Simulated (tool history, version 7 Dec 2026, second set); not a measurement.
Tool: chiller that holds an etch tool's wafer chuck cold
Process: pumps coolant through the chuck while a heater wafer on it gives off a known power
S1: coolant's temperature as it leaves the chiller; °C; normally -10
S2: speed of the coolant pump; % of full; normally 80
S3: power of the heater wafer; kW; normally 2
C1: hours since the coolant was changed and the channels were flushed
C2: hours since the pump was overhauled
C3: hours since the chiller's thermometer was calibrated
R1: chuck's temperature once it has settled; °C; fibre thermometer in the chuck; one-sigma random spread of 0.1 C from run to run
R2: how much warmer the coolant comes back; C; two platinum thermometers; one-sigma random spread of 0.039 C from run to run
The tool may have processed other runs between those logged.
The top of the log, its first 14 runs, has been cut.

run,hour,S1,S2,S3,C1,C2,C3,R1,R2
15,541.9,-10,80,2,590,1800,986,7.3,8.16
16,579.5,-5,80,2,628,1838,1024,12.7,8.16
17,611,-5,80,2,659,1869,1055,12.5,8.17
18,651.3,-8,80,2,700,1910,1095,9.6,8.12
19,699.3,-3,87,1.166,748,1958,1143,6.8,4.24
20,722,-3,87,1.166,771,1980,1166,6.6,4.19
21,757.3,-5,82,2.514,806,2015,1201,16.7,9.98
22,798.4,-10,78,2.513,847,2057,1242,12.2,10.63
23,820,-16,67,1.283,868,2078,1264,-3.2,6.11
24,853.1,-10,80,1.161,902,2111,1297,0,4.55
25,880.4,-13,80,1.473,929,2139,1324,-0.1,5.76
26,906.1,-13,80,1.473,955,2164,1350,-0.1,5.87
27,926.2,-16,93,1.473,975,2184,1370,-4.2,4.95
28,961.8,-18,88,2,1010,2220,1406,-1.6,7.22

For run 29, what comes out?
29,994.7,-19,60,2,1043,2253,1439,?,?

Run 29 measured R1 2.2 °C, R2 10.87 C.
With the hidden condition absent and the run-to-run variation left alone, this run would have shown R1 2.2 °C, R2 11.26 C.
